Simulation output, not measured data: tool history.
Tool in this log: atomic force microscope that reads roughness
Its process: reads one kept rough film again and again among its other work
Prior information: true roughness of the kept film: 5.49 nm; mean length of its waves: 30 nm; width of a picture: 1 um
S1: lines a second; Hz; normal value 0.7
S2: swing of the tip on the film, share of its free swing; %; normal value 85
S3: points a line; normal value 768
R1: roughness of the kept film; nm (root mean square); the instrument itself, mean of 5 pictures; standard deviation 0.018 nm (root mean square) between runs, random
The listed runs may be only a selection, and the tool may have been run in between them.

run,day,S1,S2,S3,R1
1,0,0.7,85,768,4.246
2,0.821,0.7,85,768,4.269
3,1.696,0.7,85,768,4.285
# day 1.988: new tip fitted
4,2.429,0.7,85,768,4.277
5,3.462,0.7,85,768,4.292
6,4.371,0.7,85,768,4.261
7,4.983,0.7,85,768,4.282
8,6.104,0.7,85,768,4.28
# day 6.258: new tip fitted
9,6.8,0.7,85,768,4.29
10,8.004,0.7,85,768,4.271
11,9,0.7,85,768,4.261
12,9.688,0.7,85,768,4.25
# day 10.571: new tip fitted
13,10.858,0.7,69,768,4.376
14,11.904,0.7,85,861,4.263
15,12.554,0.7,85,768,4.256
16,13.612,0.7,68,768,4.359
17,14.308,0.7,64,768,4.354
# day 14.867: new tip fitted
18,14.867,3.29,85,768,3.82
19,15.55,3.29,85,768,3.852
20,16.542,3.29,85,768,3.839
21,17.221,1.155,68,535,4.295
22,17.738,2.117,68,321,4.199
23,18.396,1.335,82,405,4.174
24,18.908,1.335,82,405,4.166
# day 19.158: new tip fitted
25,19.571,1.335,82,405,4.183
26,20.608,0.7,85,389,4.246
27,21.2,1.162,85,361,4.155
28,22.212,0.7,86,692,4.279
29,22.904,0.7,85,780,4.252
# day 23.45: new tip fitted
30,23.9,0.854,85,942,4.266
31,25.062,0.854,85,942,4.265
32,25.7,3.274,86,858,3.794
33,26.412,3.274,86,858,3.831
34,26.95,3.298,73,858,4.077
# day 27.771: new tip fitted
35,28.012,3.298,73,858,4.087

Forecast each of these 5 alternatives for the next run:
A,29.233,0.7,85,779,?
B,29.233,1.056,60,685,?
C,29.233,1.429,73,858,?
D,29.233,0.7,82,768,?
E,29.233,0.809,73,329,?

run,R1
A,4.271
B,4.373
C,4.269
D,4.288
E,4.285
With the hidden condition removed and each run's random variation left untouched, the same runs would have given:
run,R1
A,4.278
B,4.38
C,4.276
D,4.296
E,4.293
